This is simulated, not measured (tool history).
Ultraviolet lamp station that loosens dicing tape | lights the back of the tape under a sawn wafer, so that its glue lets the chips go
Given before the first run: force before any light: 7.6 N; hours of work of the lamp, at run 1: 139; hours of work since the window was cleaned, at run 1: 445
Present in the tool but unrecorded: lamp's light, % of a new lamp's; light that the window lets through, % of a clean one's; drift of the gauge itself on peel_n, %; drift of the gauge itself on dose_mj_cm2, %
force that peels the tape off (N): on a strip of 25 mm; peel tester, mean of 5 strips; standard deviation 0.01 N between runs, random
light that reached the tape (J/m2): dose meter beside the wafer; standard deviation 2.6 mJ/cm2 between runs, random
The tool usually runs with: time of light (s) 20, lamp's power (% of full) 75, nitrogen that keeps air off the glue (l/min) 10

run,hour,time of light (s),lamp's power (% of full),nitrogen that keeps air off the glue (l/min),hours of work of the lamp,hours of work since the window was cleaned,force that peels the tape off (N),light that reached the tape (J/m2)
1,0,20,75,10,139,445,0.457,3390
2,5.9,20,75,10,142,447,0.48,3400
3,10.4,20,75,10,144,449,0.47,3430
4,15.6,20,75,10,146,452,0.467,3400
5,22.9,20,75,10,150,455,0.477,3410
6,32.5,20,90,10,154,459,0.308,4060
7,42,20,90,10,158,464,0.301,4080
8,46.3,20,90,10,160,466,0.316,4060
9,50.8,31,92,20,162,468,0.158,6430
10,58.9,21,75,10,166,471,0.417,3590
11,69,17,95,13,170,476,0.358,3690
12,73.3,36,75,13,172,478,0.152,6110

The next listed run, before its measurement:
13,83.2,30,95,10,177,482,?,?

{"run 13": {"force that peels the tape off (N)": 0.176, "light that reached the tape (J/m2)": 6480}}
With the hidden condition absent and the run-to-run variation left alone, this run would have shown force that peels the tape off (N) 0.175, light that reached the tape (J/m2) 6490.

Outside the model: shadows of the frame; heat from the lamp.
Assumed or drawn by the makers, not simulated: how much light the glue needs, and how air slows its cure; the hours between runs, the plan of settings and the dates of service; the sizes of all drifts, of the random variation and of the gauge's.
